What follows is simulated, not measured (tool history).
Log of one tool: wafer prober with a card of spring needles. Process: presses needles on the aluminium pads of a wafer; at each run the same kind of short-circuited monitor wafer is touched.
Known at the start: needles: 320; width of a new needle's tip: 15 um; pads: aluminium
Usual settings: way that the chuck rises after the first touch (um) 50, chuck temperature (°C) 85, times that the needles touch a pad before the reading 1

run	day	way that the chuck rises after the first touch (um)	chuck temperature (°C)	times that the needles touch a pad before the reading	resistance of one needle with its contact and lead (mohm)	way that a needle slides on the pad (um)
1	0.000	50	85	1	267	13.00
2	0.308	34	85	1	444	8.81
# day 0.354: tips cleaned on abrasive film
3	0.900	34	33	1	444	8.79
# day 1.062: tips cleaned on abrasive film
4	1.492	50	85	1	280	12.97
# day 1.779: tips cleaned on abrasive film
5	1.988	34	85	1	324	8.77
6	2.321	34	85	1	431	8.79
# day 2.488: tips cleaned on abrasive film
7	2.654	50	73	1	227	12.92
# day 3.212: tips cleaned on abrasive film
8	3.212	50	64	1	172	12.91
9	3.612	50	85	2	230	12.94
# day 3.942: tips cleaned on abrasive film
10	4.017	50	85	2	179	12.92
11	4.421	50	85	1	287	12.92
# day 4.654: tips cleaned on abrasive film
12	4.842	50	85	1	233	12.89
# day 4.996: height of the first contact set anew
# day 5.375: tips cleaned on abrasive film
13	5.442	50	85	1	197	13.02
14	5.762	56	74	3	185	14.60
# day 6.121: tips cleaned on abrasive film
15	6.333	58	76	2	190	15.13
# day 6.829: tips cleaned on abrasive film
16	6.829	58	76	2	156	15.08
17	7.375	58	103	1	265	15.09

The next listed run, before its measurement:
# day 7.546: tips cleaned on abrasive film
18	7.804	58	103	1	?	?

Run 18 gave resistance of one needle with its contact and lead (mohm) 231, way that a needle slides on the pad (um) 15.10.
Without the tool's hidden state the same run would have given resistance of one needle with its contact and lead (mohm) 158, way that a needle slides on the pad (um) 15.15.
